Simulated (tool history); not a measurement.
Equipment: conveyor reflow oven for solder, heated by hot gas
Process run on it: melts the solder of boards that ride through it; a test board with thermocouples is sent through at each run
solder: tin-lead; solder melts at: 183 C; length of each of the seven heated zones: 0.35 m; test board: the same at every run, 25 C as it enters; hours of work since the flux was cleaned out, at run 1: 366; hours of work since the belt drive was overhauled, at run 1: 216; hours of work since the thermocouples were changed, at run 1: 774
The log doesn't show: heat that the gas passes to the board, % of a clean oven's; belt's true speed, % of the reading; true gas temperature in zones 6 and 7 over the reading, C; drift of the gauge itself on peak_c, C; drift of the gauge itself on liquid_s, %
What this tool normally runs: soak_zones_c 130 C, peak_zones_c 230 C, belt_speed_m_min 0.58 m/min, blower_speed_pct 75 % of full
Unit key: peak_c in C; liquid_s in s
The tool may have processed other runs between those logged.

run,day,soak_zones_c,peak_zones_c,belt_speed_m_min,blower_speed_pct,hours of work since the flux was cleaned out,hours of work since the belt drive was overhauled,hours of work since the thermocouples were changed,peak_c,liquid_s
1,0,130,230,0.58,75,366,216,774,210.4,45.6
2,0.288,130,230,0.58,75,371,221,779,210.5,45.6
# day 0.942: flux residue cleaned out of gas plates and filters
3,1.062,130,230,0.58,75,2,230,788,209.4,44.5
4,1.404,130,230,0.58,75,8,236,794,209.5,43.8
5,1.929,130,230,0.58,75,16,245,803,209.4,44.4
6,2.283,130,230,0.561,75,22,251,809,210.3,47.2
7,2.567,130,230,0.54,75,27,255,813,211.9,50.3
8,3.042,130,230,0.54,75,35,263,821,212.1,50.5
# day 3.329: flux residue cleaned out of gas plates and filters, once more
9,3.583,130,230,0.54,75,4,269,827,216.6,56
10,4.029,130,230,0.54,75,12,276,834,216.3,55.8
11,4.421,130,230,0.495,75,18,282,840,219,63.7
12,4.812,130,230,0.495,75,24,289,847,219.3,63.5
13,5.367,130,230,0.58,75,34,298,856,214,49.2
14,6.004,130,230,0.58,75,44,308,866,214.2,49.5
15,6.317,120,237,0.506,75,49,314,872,223.1,61.9
16,6.762,131,229,0.576,72,57,321,879,213,48.8
17,7.038,144,229,0.476,88,61,325,883,222.1,74.6
18,7.308,134,225,0.475,83,66,330,888,217.2,66.8
19,7.875,134,225,0.475,83,75,339,897,216.8,66.3
20,8.462,134,225,0.475,83,85,349,907,216.9,66.6

Forecast run 21:
21,8.762,134,225,0.475,74,90,354,912,?,?

peak_c: 215.6 C
liquid_s: 65.4 s
The same run, on a tool lacking any hidden state, would have yielded peak_c 214.4 C, liquid_s 64.5 s.
